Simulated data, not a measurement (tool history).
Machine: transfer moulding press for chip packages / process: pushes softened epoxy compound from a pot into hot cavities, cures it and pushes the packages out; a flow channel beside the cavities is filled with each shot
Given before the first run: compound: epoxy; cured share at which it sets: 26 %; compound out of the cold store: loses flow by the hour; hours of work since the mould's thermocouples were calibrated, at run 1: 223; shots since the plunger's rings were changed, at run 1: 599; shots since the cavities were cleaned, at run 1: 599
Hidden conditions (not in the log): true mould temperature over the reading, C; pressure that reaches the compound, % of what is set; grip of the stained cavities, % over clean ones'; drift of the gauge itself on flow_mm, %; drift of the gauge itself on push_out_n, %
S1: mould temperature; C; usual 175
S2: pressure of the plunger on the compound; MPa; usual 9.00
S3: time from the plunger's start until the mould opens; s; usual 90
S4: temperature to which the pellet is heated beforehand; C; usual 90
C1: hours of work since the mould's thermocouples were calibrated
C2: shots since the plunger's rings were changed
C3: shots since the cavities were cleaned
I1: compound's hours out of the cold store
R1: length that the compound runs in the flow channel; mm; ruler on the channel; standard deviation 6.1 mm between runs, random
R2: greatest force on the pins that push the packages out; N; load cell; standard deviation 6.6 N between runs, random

| run | hour | S1 | S2 | S3 | S4 | C1 | C2 | C3 | I1 | R1 | R2 |
|---|---|---|---|---|---|---|---|---|---|---|---|
| 1 | 0.0 | 175 | 9.00 | 90 | 90 | 223 | 599 | 599 | 46.7 | 653 | 530 |
| 2 | 16.9 | 175 | 9.00 | 90 | 90 | 232 | 790 | 790 | 29.7 | 685 | 564 |
| 3 | 35.3 | 175 | 9.00 | 90 | 90 | 242 | 999 | 999 | 36.2 | 688 | 543 |
|  | 37.8 | cavities cleaned with cleaning compound and waxed |
| 4 | 53.0 | 175 | 9.78 | 90 | 90 | 251 | 1183 | 172 | 46.6 | 678 | 398 |
| 5 | 70.6 | 175 | 9.78 | 90 | 90 | 261 | 1383 | 372 | 21.1 | 720 | 496 |
| 6 | 80.6 | 175 | 9.00 | 90 | 90 | 266 | 1496 | 485 | 18.6 | 706 | 531 |
| 7 | 95.1 | 175 | 9.00 | 90 | 90 | 274 | 1661 | 650 | 18.5 | 709 | 567 |
| 8 | 111.1 | 175 | 9.00 | 90 | 90 | 283 | 1842 | 831 | 19.1 | 694 | 558 |
|  | 128.1 | cavities cleaned with cleaning compound and waxed |
| 9 | 129.7 | 180 | 9.00 | 90 | 90 | 292 | 2036 | 17 | 41.6 | 635 | 233 |
| 10 | 145.0 | 175 | 9.00 | 90 | 99 | 300 | 2210 | 191 | 24.6 | 671 | 406 |
| 11 | 160.8 | 175 | 9.00 | 90 | 90 | 309 | 2389 | 370 | 38.4 | 639 | 476 |
| 12 | 178.2 | 175 | 9.00 | 90 | 90 | 318 | 2587 | 568 | 22.7 | 682 | 551 |
| 13 | 188.7 | 175 | 9.00 | 93 | 90 | 324 | 2706 | 687 | 16.6 | 700 | 521 |
| 14 | 197.5 | 175 | 9.00 | 93 | 90 | 329 | 2805 | 786 | 47.9 | 622 | 507 |
| 15 | 206.3 | 175 | 9.00 | 103 | 98 | 334 | 2906 | 887 | 14.2 | 703 | 467 |
|  | 219.1 | cavities cleaned with cleaning compound and waxed |
| 16 | 221.6 | 170 | 9.00 | 86 | 90 | 341 | 3062 | 28 | 35.7 | 660 | 455 |
| 17 | 240.8 | 170 | 9.00 | 86 | 90 | 351 | 3280 | 246 | 15.4 | 702 | 751 |
| 18 | 250.5 | 168 | 8.11 | 126 | 89 | 357 | 3390 | 356 | 45.5 | 608 | 409 |
| 19 | 264.9 | 168 | 8.11 | 126 | 89 | 364 | 3553 | 519 | 20.6 | 655 | 447 |
| 20 | 275.6 | 175 | 9.00 | 90 | 81 | 370 | 3675 | 641 | 18.3 | 690 | 551 |
| 21 | 286.9 | 175 | 9.00 | 90 | 81 | 376 | 3803 | 769 | 38.8 | 621 | 569 |
| 22 | 305.5 | 172 | 9.00 | 90 | 90 | 386 | 4014 | 980 | 20.4 | 664 | 728 |
|  | 309.9 | cavities cleaned with cleaning compound and waxed |
| 23 | 317.3 | 175 | 8.64 | 90 | 92 | 392 | 4130 | 83 | 45.8 | 605 | 336 |
| 24 | 333.4 | 175 | 8.64 | 90 | 92 | 401 | 4314 | 267 | 35.5 | 621 | 463 |
| 25 | 343.0 | 168 | 9.39 | 90 | 84 | 406 | 4422 | 375 | 44.7 | 637 | 792 |
| 26 | 363.2 | 175 | 8.54 | 90 | 90 | 417 | 4652 | 605 | 24.5 | 638 | 537 |
| 27 | 375.5 | 175 | 8.54 | 90 | 90 | 424 | 4792 | 745 | 38.2 | 603 | 580 |
| 28 | 384.8 | 175 | 8.84 | 90 | 90 | 429 | 4896 | 849 | 13.5 | 672 | 575 |

Here are 3 independent what-if runs from the current tool condition. What would each one return?
| A | 396.0 | 175 | 7.28 | 90 | 90 | 435 | 5024 | 977 | 24.0 | ? | ? |
| B | 396.0 | 175 | 8.71 | 90 | 90 | 435 | 5024 | 977 | 23.9 | ? | ? |
| C | 396.0 | 181 | 8.84 | 93 | 89 | 435 | 5024 | 977 | 21.7 | ? | ? |

| run | R1 | R2 |
|---|---|---|
| A | 589 | 584 |
| B | 636 | 576 |
| C | 643 | 448 |
With the hidden condition removed and each run's random variation left untouched, the same runs would have given:
| run | R1 | R2 |
|---|---|---|
| A | 648 | 275 |
| B | 700 | 270 |
| C | 707 | 214 |
